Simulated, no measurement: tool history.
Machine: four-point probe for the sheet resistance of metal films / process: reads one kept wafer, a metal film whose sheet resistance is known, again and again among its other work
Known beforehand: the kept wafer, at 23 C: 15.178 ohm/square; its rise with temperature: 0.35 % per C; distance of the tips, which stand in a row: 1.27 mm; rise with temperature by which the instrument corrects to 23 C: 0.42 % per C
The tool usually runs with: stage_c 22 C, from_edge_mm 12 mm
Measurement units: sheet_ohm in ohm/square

Run 1, hour 0.0: usual settings. Result: sheet_ohm 15.274759 ohm/square.
Run 2, hour 16.4: usual settings. Result: sheet_ohm 15.277801 ohm/square.
Run 3, hour 27.0: usual settings. Result: sheet_ohm 15.281443 ohm/square.
Run 4, hour 41.5: usual settings. Result: sheet_ohm 15.278647 ohm/square.
Run 5, hour 52.0: usual settings. Result: sheet_ohm 15.285063 ohm/square.
Run 6, hour 59.2: usual settings. Result: sheet_ohm 15.278845 ohm/square.
Run 7, hour 67.0: usual settings but from_edge_mm 8 mm. Result: sheet_ohm 15.395792 ohm/square.
Run 8, hour 81.6: usual settings but from_edge_mm 8 mm. Result: sheet_ohm 15.394143 ohm/square.
Run 9, hour 88.3: usual settings but from_edge_mm 8 mm. Result: sheet_ohm 15.388882 ohm/square.

Run 10 has not been measured yet. What should we expect?
Run 10, hour 100.9: usual settings but stage_c 20 C, from_edge_mm 4 mm. Result: sheet_ohm ?.

{"run 10": {"sheet_ohm": 15.984778}}
Were there no unlogged condition in the tool, this run, its random variation unchanged, would have produced sheet_ohm 15.985817 ohm/square.
